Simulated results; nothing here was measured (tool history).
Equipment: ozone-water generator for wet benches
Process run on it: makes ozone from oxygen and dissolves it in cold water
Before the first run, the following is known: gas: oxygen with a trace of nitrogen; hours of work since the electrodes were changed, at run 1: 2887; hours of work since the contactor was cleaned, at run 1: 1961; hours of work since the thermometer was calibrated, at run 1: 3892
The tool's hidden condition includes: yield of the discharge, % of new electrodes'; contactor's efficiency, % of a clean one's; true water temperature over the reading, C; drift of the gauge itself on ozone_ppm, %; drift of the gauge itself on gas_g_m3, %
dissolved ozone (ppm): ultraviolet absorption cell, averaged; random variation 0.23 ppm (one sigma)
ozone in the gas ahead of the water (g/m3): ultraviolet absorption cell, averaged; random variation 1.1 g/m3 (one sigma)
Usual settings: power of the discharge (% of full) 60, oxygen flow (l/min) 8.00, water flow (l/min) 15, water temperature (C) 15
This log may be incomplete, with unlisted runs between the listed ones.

run   hour  power of the discharge (% of full)  oxygen flow (l/min)  water flow (l/min)  water temperature (C)  hours of work since the electrodes were changed  hours of work since the contactor was cleaned  hours of work since the thermometer was calibrated  dissolved ozone (ppm)  ozone in the gas ahead of the water (g/m3)
  1    0.0                                  60                 8.00                  15                     15                                             2887                                           1961                                                3892                   34.1                                       203.4
  2   72.5                                  60                 8.00                  15                     15                                             2955                                           2029                                                3960                   35.0                                       203.4
  3  111.0                                  60                 8.00                  15                     15                                             2991                                           2065                                                3996                   34.8                                       202.3
  4  188.0                                  60                 8.00                  15                     15                                             3063                                           2137                                                4068                   34.6                                       202.3
  5  234.1                                  60                 8.00                  15                     15                                             3106                                           2180                                                4112                   34.5                                       204.0
  6  287.0                                  60                 8.00                  15                     15                                             3156                                           2230                                                4161                   34.5                                       202.6
  7  342.3                                  60                 8.00                  15                     15                                             3208                                           2282                                                4213                   34.6                                       204.5
  8  376.3                                  60                 8.00                  15                     15                                             3240                                           2313                                                4245                   34.3                                       203.5
     387.7  -- contactor cleaned
  9  442.4                                  60                 8.00                  21                     11                                             3298                                             51                                                4303                   29.8                                       205.1
 10  518.6                                  60                13.78                  15                     16                                             3369                                            123                                                4375                   31.0                                       157.6
 11  557.5                                  60                13.78                  15                     16                                             3406                                            159                                                4411                   30.9                                       158.9
 12  634.5                                  60                13.78                  15                     12                                             3478                                            231                                                4483                   34.0                                       161.4
 13  703.2                                  69                 5.62                  15                     12                                             3542                                            296                                                4548                   39.4                                       265.3
     719.2  -- gauge calibrated
 14  781.8                                  69                 4.01                  15                     12                                             3616                                            369                                                4621                   38.1                                       304.4
 15  850.6                                  85                 4.16                  13                     16                                             3681                                            434                                                4686                   45.2                                       332.7

Predict each of these 5 candidate next runs independently; none follows another, all start after run 15:
  A  892.7                                  85                 4.16                  13                     22                                             3720                                            473                                                4725                      ?                                           ?
  B  892.7                                  55                 8.54                  15                     11                                             3720                                            473                                                4725                      ?                                           ?
  C  892.7                                  60                 4.19                  14                     11                                             3720                                            473                                                4725                      ?                                           ?
  D  892.7                                  52                 4.63                  15                     10                                             3720                                            473                                                4725                      ?                                           ?
  E  892.7                                  85                 4.16                  22                     16                                             3720                                            473                                                4725                      ?                                           ?

run  dissolved ozone (ppm)  ozone in the gas ahead of the water (g/m3)
  A                   40.8                                       333.4
  B                   35.6                                       188.9
  C                   38.9                                       275.6
  D                   34.5                                       248.8
  E                   30.6                                       333.4
What these runs would have given with no unlogged condition in the tool:
run  dissolved ozone (ppm)  ozone in the gas ahead of the water (g/m3)
  A                   40.8                                       331.7
  B                   35.6                                       187.8
  C                   38.9                                       274.1
  D                   34.5                                       247.4
  E                   30.7                                       331.6
